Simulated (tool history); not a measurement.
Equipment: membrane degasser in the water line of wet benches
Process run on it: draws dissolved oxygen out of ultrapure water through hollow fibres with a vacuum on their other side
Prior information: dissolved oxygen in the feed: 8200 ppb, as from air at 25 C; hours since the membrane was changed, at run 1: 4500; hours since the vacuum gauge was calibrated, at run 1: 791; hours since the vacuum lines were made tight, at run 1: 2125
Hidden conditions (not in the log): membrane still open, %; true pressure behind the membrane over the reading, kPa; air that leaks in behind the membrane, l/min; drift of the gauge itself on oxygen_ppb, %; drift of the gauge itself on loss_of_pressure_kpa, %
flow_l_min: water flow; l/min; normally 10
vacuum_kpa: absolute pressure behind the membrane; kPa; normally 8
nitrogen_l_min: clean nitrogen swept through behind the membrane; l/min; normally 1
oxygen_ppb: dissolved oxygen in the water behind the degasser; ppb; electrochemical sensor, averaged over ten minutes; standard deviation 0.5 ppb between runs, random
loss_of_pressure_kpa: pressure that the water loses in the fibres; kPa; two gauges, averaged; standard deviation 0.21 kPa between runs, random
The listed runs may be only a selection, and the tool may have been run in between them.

run    hour  flow_l_min  vacuum_kpa  nitrogen_l_min  hours since the membrane was changed  hours since the vacuum gauge was calibrated  hours since the vacuum lines were made tight  oxygen_ppb  loss_of_pressure_kpa
  1       0          10           8               1                                  4500                                          791                                          2125       115.2                 49.16
  2     223          10           8            0.89                                  4723                                         1014                                          2348       127.7                 48.94
  3   373.2          10           8            0.89                                  4874                                         1165                                          2499       127.3                 48.98
  4   537.6           7           8            0.89                                  5038                                         1329                                          2663        90.2                 34.28
  5   745.3          10           8               1                                  5246                                         1537                                          2871       115.3                 48.94
  6   929.3          10           8               1                                  5430                                         1721                                          3055       114.5                 49.14
  7  1139.1          10       12.24               1                                  5639                                         1930                                          3264       210.2                 48.56
  8  1458.8          10        8.96            0.45                                  5959                                         2250                                          3584       277.6                 48.72
  9  1638.2          10        8.96            0.45                                  6138                                         2429                                          3764       277.5                 48.43
 10  1848.4          10        8.96            0.45                                  6349                                         2640                                          3974       275.9                 48.69
     1995.3  -- seals of the vacuum lines changed
 11    2172          10        8.96            0.45                                  6670                                         2961                                           177       276.7                 48.59

Some steps in loss_of_pressure_kpa, run to run, broken into two amounts with sign: the step expected even without the hidden condition (settings, incoming material, random variation), and the rest, left for the hidden condition together with whatever gauge scatter is not in both the measured and the hidden-condition-free result:
Run 3 -> 4: flow_l_min 10 -> 7. loss_of_pressure_kpa -14.7 kPa: hidden state -0.03, all else -14.67.
Run 7 -> 8: vacuum_kpa 12.24 -> 8.96, nitrogen_l_min 1 -> 0.45. loss_of_pressure_kpa +0.16 kPa: hidden state -0.08, all else +0.24.

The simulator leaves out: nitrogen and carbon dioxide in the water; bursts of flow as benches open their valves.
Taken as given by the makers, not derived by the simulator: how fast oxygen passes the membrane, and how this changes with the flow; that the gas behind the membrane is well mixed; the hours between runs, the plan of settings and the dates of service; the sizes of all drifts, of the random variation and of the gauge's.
